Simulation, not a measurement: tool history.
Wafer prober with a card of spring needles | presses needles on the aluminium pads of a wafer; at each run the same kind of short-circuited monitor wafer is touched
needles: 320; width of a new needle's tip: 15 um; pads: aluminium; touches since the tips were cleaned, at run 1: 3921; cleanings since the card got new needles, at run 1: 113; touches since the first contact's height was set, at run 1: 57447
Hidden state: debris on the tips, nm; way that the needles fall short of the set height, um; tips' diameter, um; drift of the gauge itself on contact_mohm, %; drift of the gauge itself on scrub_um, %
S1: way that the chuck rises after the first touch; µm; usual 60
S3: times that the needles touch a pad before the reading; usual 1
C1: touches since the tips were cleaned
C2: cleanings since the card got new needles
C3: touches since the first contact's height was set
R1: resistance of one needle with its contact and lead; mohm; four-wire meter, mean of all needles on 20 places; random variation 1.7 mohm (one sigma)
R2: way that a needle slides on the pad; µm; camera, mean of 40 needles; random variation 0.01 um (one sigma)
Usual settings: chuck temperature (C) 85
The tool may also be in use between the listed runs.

Run 1, hour 0: usual settings; C1 3921; C2 113; C3 57447. Result: R1 234 mohm, R2 9.28 µm.
At hour 15.6: tips cleaned on abrasive film.
Run 2, hour 30.3: usual settings; C1 5756; C2 114; C3 69299. Result: R1 274 mohm, R2 9.27 µm.
At hour 38.8: tips cleaned on abrasive film.
At hour 61: tips cleaned on abrasive film.
At hour 87.3: tips cleaned on abrasive film.
Run 3, hour 92.3: usual settings; C1 1963; C2 117; C3 93497. Result: R1 220 mohm, R2 9.22 µm.
At hour 110.5: tips cleaned on abrasive film.
At hour 134.3: tips cleaned on abrasive film.
At hour 142.7: tips cleaned on abrasive film, once more.
Run 4, hour 156.9: usual settings; C1 5543; C2 120; C3 118719. Result: R1 255 mohm, R2 9.2 µm.
At hour 161.9: height of the first contact set anew.
At hour 167.3: tips cleaned on abrasive film.
At hour 190.7: tips cleaned on abrasive film.
At hour 215.8: tips cleaned on abrasive film.
Run 5, hour 228.1: usual settings; C1 4826; C2 123; C3 25842. Result: R1 254 mohm, R2 9.34 µm.
At hour 237.6: tips cleaned on abrasive film.
At hour 261.1: tips cleaned on abrasive film.
At hour 283.9: tips cleaned on abrasive film.
Run 6, hour 292.4: usual settings; C1 3319; C2 126; C3 50934. Result: R1 231 mohm, R2 9.28 µm.
At hour 305.5: tips cleaned on abrasive film.
At hour 329.2: tips cleaned on abrasive film.
At hour 355.4: tips cleaned on abrasive film.
Run 7, hour 361.9: usual settings; C1 2558; C2 129; C3 78117. Result: R1 217 mohm, R2 9.25 µm.
At hour 377.8: tips cleaned on abrasive film.
At hour 403.4: tips cleaned on abrasive film.
At hour 425.5: tips cleaned on abrasive film.
Run 8, hour 431.4: usual settings; C1 2325; C2 132; C3 105270. Result: R1 221 mohm, R2 9.2 µm.
At hour 447: tips cleaned on abrasive film.
At hour 469.9: tips cleaned on abrasive film.
At hour 473.4: height of the first contact set anew.
At hour 491.4: tips cleaned on abrasive film.
Run 9, hour 491.4: usual settings; C1 0; C2 135; C3 7017. Result: R1 178 mohm, R2 9.37 µm.
At hour 515.2: tips cleaned on abrasive film.
At hour 539: tips cleaned on abrasive film.
At hour 562.4: tips cleaned on abrasive film.
Run 10, hour 565.2: usual settings; C1 1076; C2 138; C3 35858. Result: R1 204 mohm, R2 9.32 µm.
At hour 587.2: tips cleaned on abrasive film.
At hour 611.8: tips cleaned on abrasive film.
At hour 637.2: tips cleaned on abrasive film.
Run 11, hour 640.1: usual settings; C1 1141; C2 141; C3 65144. Result: R1 215 mohm, R2 9.3 µm.
At hour 658.5: tips cleaned on abrasive film.
At hour 682.9: tips cleaned on abrasive film.
Run 12, hour 702: usual settings; C1 7482; C2 143; C3 89335. Result: R1 267 mohm, R2 9.26 µm.
At hour 707.3: tips cleaned on abrasive film.
At hour 732.2: tips cleaned on abrasive film.
Run 13, hour 740.6: usual settings; C1 3312; C2 145; C3 104413. Result: R1 247 mohm, R2 9.22 µm.
At hour 755.7: tips cleaned on abrasive film.
At hour 776.8: tips cleaned on abrasive film.
At hour 782.3: height of the first contact set anew.
Run 14, hour 797.3: usual settings but S3 2; C1 7918; C2 147; C3 5859. Result: R1 228 mohm, R2 9.37 µm.
At hour 800.7: tips cleaned on abrasive film.
At hour 822.3: tips cleaned on abrasive film.
At hour 845.1: tips cleaned on abrasive film.
Run 15, hour 851.2: usual settings but S3 2; C1 2368; C2 150; C3 26890. Result: R1 207 mohm, R2 9.34 µm.
At hour 869.1: tips cleaned on abrasive film.
At hour 893.3: tips cleaned on abrasive film.
At hour 918.1: tips cleaned on abrasive film.
Run 16, hour 922.9: usual settings but S1 66 µm, chuck temperature (C) 35, S3 2; C1 1873; C2 153; C3 54905. Result: R1 190 mohm, R2 10.24 µm.
At hour 941.4: tips cleaned on abrasive film.
At hour 965.6: tips cleaned on abrasive film.
At hour 989.5: tips cleaned on abrasive film.
Run 17, hour 989.7: usual settings but S1 42 µm, chuck temperature (C) 39, S3 3; C1 97; C2 156; C3 81017. Result: R1 172 mohm, R2 6.44 µm.
At hour 1012.9: tips cleaned on abrasive film.
At hour 1036.2: tips cleaned on abrasive film.
Run 18, hour 1047.5: usual settings but S1 41 µm, chuck temperature (C) 68; C1 4439; C2 158; C3 103606. Result: R1 362 mohm, R2 6.27 µm.
At hour 1061.9: tips cleaned on abrasive film.
At hour 1085.4: tips cleaned on abrasive film.
At hour 1094.5: height of the first contact set anew.
At hour 1110.3: tips cleaned on abrasive film.
Run 19, hour 1111.9: usual settings but S1 49 µm, chuck temperature (C) 48, S3 3; C1 597; C2 161; C3 6773. Result: R1 182 mohm, R2 7.66 µm.
At hour 1135.3: tips cleaned on abrasive film.
At hour 1160.5: tips cleaned on abrasive film.
Run 20, hour 1162.6: usual settings but S1 67 µm, chuck temperature (C) 48, S3 2; C1 821; C2 163; C3 26583. Result: R1 181 mohm, R2 10.44 µm.
At hour 1182.1: tips cleaned on abrasive film.
Run 21, hour 1194.9: usual settings but S1 55 µm, S3 2; C1 5036; C2 164; C3 39229. Result: R1 236 mohm, R2 8.54 µm.
At hour 1203.5: tips cleaned on abrasive film.
At hour 1227.3: tips cleaned on abrasive film.
At hour 1250.3: tips cleaned on abrasive film.
Run 22, hour 1251.6: usual settings but S1 55 µm, S3 2; C1 516; C2 167; C3 61379. Result: R1 192 mohm, R2 8.49 µm.
At hour 1273: tips cleaned on abrasive film.
Run 23, hour 1293.8: usual settings but S1 55 µm, S3 2; C1 8138; C2 168; C3 77875. Result: R1 245 mohm, R2 8.47 µm.
At hour 1299.1: tips cleaned on abrasive film.
At hour 1321.9: tips cleaned on abrasive film.
Run 24, hour 1333.7: usual settings but S1 51 µm, S3 2; C1 4633; C2 170; C3 93447. Result: R1 245 mohm, R2 7.83 µm.
At hour 1343.6: tips cleaned on abrasive film.
At hour 1367.7: tips cleaned on abrasive film.
Run 25, hour 1379.2: usual settings but S1 51 µm, S3 2; C1 4509; C2 172; C3 111237. Result: R1 252 mohm, R2 7.78 µm.
At hour 1389.3: tips cleaned on abrasive film.
At hour 1405.3: height of the first contact set anew.
At hour 1410.6: tips cleaned on abrasive film.
At hour 1434.7: tips cleaned on abrasive film.
Run 26, hour 1451: usual settings but S1 58 µm, chuck temperature (C) 101, S3 2; C1 6385; C2 175; C3 17850. Result: R1 240 mohm, R2 9.03 µm.
At hour 1456.3: tips cleaned on abrasive film.
At hour 1479.9: tips cleaned on abrasive film.
At hour 1501.9: tips cleaned on abrasive film.
Run 27, hour 1508.8: usual settings but S1 58 µm, chuck temperature (C) 95, S3 2; C1 2693; C2 178; C3 40414. Result: R1 223 mohm, R2 8.98 µm.
At hour 1528.2: tips cleaned on abrasive film.
At hour 1554: tips cleaned on abrasive film.
At hour 1576.9: tips cleaned on abrasive film.
Run 28, hour 1579.1: usual settings but S1 58 µm, chuck temperature (C) 43, S3 2; C1 849; C2 181; C3 67875. Result: R1 186 mohm, R2 8.95 µm.
At hour 1602.1: tips cleaned on abrasive film.
At hour 1624.5: tips cleaned on abrasive film.
Run 29, hour 1630: usual settings but S1 49 µm, S3 3; C1 2181; C2 183; C3 87782. Result: R1 204 mohm, R2 7.51 µm.

Forecast each of these 4 alternatives for the next run:
At hour 1649.7: tips cleaned on abrasive film.
Run A, hour 1663.7: usual settings but S1 40 µm, chuck temperature (C) 54; C1 5510; C2 184; C3 100965. Result: R1 ?, R2 ?.
At hour 1649.7: tips cleaned on abrasive film.
Run B, hour 1663.7: usual settings but S1 72 µm, chuck temperature (C) 50, S3 2; C1 5510; C2 184; C3 100965. Result: R1 ?, R2 ?.
At hour 1649.7: tips cleaned on abrasive film.
Run C, hour 1663.7: usual settings but S1 48 µm; C1 5510; C2 184; C3 100965. Result: R1 ?, R2 ?.
At hour 1649.7: tips cleaned on abrasive film.
Run D, hour 1663.7: usual settings but S1 47 µm, chuck temperature (C) 87; C1 5510; C2 184; C3 100965. Result: R1 ?, R2 ?.

run   R1     R2
  A  404   6.08
  B  207  11.08
  C  330   7.33
  D  334   7.18
Without the tool's hidden state the same runs would have given:
run   R1     R2
  A  169   6.25
  B  159  11.25
  C  172    7.5
  D  170   7.35

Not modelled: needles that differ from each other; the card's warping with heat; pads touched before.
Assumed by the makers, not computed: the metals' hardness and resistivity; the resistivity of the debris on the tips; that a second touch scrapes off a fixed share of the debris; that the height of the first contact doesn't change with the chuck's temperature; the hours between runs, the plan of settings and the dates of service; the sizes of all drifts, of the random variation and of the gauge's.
